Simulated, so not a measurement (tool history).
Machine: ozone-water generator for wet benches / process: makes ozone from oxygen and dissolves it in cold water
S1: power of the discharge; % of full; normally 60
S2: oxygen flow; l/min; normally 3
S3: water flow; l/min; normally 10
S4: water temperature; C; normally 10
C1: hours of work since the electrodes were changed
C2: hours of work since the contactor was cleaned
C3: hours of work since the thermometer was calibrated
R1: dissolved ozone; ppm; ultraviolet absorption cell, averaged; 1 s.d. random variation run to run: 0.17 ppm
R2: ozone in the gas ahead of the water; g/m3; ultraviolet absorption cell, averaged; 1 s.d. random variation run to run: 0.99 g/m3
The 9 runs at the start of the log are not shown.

run	day	S1	S2	S3	S4	C1	C2	C3	R1	R2
10	55.696	46	2.67	10	10	1910	6683	1910	17.6	146.1
11	62.892	60	3	10	17	2042	6815	2042	19.6	171.3
12	67.462	60	3	7	17	2126	6899	2126	26.1	172
13	74.404	60	1.8	10	10	2254	7026	2254	18.4	202.3
14	79.683	60	1.8	10	10	2351	7123	2351	18.4	201.6
15	84.283	60	3	8	10	2435	7208	2435	26.4	171.9
16	89.892	60	3	10	10	2538	7311	2538	21.7	172.8
17	98.654	60	2.32	10	10	2699	7471	2699	20.2	183
18	106.15	60	2.32	10	10	2836	7609	2836	20.1	184.8
19	111.346	91	2.45	11	12	2932	7704	2932	25	250.1
20	115.729	43	2.45	6	12	3012	7785	3012	24.1	142.4
21	122.025	45	4.45	8	8	3128	7900	3128	23.4	123
22	128.258	87	4.51	7	8	3242	8015	3242	42.3	199.6
23	134.712	87	2.31	7	6	3361	8133	3361	38.9	244.5
24	138.829	60	3	13	7	3436	8209	3436	17.6	171.9
25	143.646	60	3	10	6	3524	8297	3524	22.9	171.8
26	147.712	60	2.79	10	6	3599	8372	3599	22.4	175.1
27	155.817	60	3.4	12	10	3748	8521	3748	19.2	163.9
28	164.629	95	1.7	12	8	3910	8682	3910	21.5	287.1
29	168.362	60	1.87	10	6	3978	8751	3978	19.5	199.3
30	174.1	60	1.87	8	11	4083	8856	4083	22.7	198.2
31	181.008	52	3.6	10	9	4210	8983	4210	20.9	146.9
32	185.25	55	1.59	10	14	4288	9061	4288	15.9	196.6
33	189.179	72	3.45	13	11	4360	9133	4360	19.9	187.2

Predict each of these 3 candidate next runs independently; none follows another, all start after run 33:
A	192.838	88	2.48	7	11	4427	9200	4427	?	?
B	192.838	57	4.98	12	11	4427	9200	4427	?	?
C	192.838	60	1.76	7	6	4427	9200	4427	?	?

run	R1	R2
A	37.3	241.9
B	19.9	141.9
C	26.8	202.7
Stripped of hidden state, with their random variation kept, the same runs would have yielded:
run	R1	R2
A	37.4	242.2
B	19.9	142
C	26.8	202.9
